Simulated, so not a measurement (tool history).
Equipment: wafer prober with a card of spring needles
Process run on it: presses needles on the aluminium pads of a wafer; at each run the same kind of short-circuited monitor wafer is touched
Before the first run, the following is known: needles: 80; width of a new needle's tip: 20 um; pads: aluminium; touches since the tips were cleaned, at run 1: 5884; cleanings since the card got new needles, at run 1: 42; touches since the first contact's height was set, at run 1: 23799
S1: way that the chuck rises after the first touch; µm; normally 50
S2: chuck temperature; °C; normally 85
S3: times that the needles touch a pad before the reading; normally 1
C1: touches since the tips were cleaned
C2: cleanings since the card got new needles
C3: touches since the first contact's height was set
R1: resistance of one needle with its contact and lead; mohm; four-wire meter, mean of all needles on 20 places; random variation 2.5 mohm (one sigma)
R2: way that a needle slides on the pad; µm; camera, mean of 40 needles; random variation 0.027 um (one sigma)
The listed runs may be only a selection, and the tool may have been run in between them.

run	hour	S1	S2	S3	C1	C2	C3	R1	R2
1	0	50	85	1	5884	42	23799	542	13.86
# hour 17.9: tips cleaned on abrasive film
# hour 63.3: tips cleaned on abrasive film
2	63.3	50	85	1	0	44	36354	329	13.88
# hour 111.5: tips cleaned on abrasive film
3	124.3	63	85	1	2558	45	48475	395	17.41
# hour 157.9: tips cleaned on abrasive film
4	166.5	63	85	1	1724	46	56856	373	17.46
5	200.4	40	85	1	8458	46	63590	754	11.04
# hour 205.1: tips cleaned on abrasive film
# hour 252.5: tips cleaned on abrasive film
6	256.3	39	85	1	762	48	74678	443	10.69
# hour 300: tips cleaned on abrasive film
7	309.2	50	85	1	1827	49	85178	432	13.68
# hour 348.5: tips cleaned on abrasive film
# hour 358.3: tips cleaned on abrasive film, once more
8	370.8	50	85	1	2487	51	97389	479	13.67
# hour 406.2: tips cleaned on abrasive film
9	423.4	50	85	1	3416	52	107844	512	13.58
# hour 455.3: tips cleaned on abrasive film
10	472.4	50	85	1	3395	53	117573	528	13.53
# hour 503.9: tips cleaned on abrasive film
11	524	50	85	1	3996	54	127810	525	13.57
# hour 549.1: tips cleaned on abrasive film
12	586.2	50	85	1	7371	55	140168	609	13.52
# hour 596.2: tips cleaned on abrasive film
13	639.4	50	85	1	8599	56	150741	619	13.47
# hour 644.9: tips cleaned on abrasive film
# hour 690.6: tips cleaned on abrasive film
14	691.9	50	85	1	258	58	161141	331	13.41
# hour 737.8: tips cleaned on abrasive film
15	747.1	54	85	1	1860	59	172111	418	14.5
# hour 787.5: tips cleaned on abrasive film
16	790.2	60	57	1	540	60	180657	322	16.12
# hour 837.7: tips cleaned on abrasive film
17	837.7	36	57	2	0	61	190092	311	9.4
# hour 885.5: tips cleaned on abrasive film
18	897	55	85	1	2279	62	201870	424	14.69
# hour 931.9: tips cleaned on abrasive film
19	938.1	37	101	1	1244	63	210037	550	9.65
# hour 942: height of the first contact set anew
20	975.8	50	85	2	8673	63	6712	472	13.92
# hour 981.2: tips cleaned on abrasive film
21	1017.1	44	85	1	7143	64	14909	683	12.24
# hour 1031.8: tips cleaned on abrasive film
# hour 1079.4: tips cleaned on abrasive film
22	1079.9	44	85	1	103	66	27368	350	12.17
23	1123.7	36	85	3	8818	66	36083	526	9.93
# hour 1126.8: tips cleaned on abrasive film
# hour 1176.5: tips cleaned on abrasive film
24	1195.9	52	40	1	3845	68	50402	520	14.38

Consider 3 possible next runs. They are alternatives, not a sequence: every one starts from the tool as it was left by run 24. What does each give?
# hour 1224.3: tips cleaned on abrasive film
A	1234.2	62	72	1	1958	69	58007	?	?
# hour 1224.3: tips cleaned on abrasive film
B	1234.2	43	40	2	1958	69	58007	?	?
# hour 1224.3: tips cleaned on abrasive film
C	1234.2	43	82	2	1958	69	58007	?	?

run	R1	R2
A	394	17.11
B	424	11.77
C	431	11.79
Without the tool's unlogged condition, the same runs would have read:
run	R1	R2
A	276	17.28
B	273	11.94
C	289	11.96
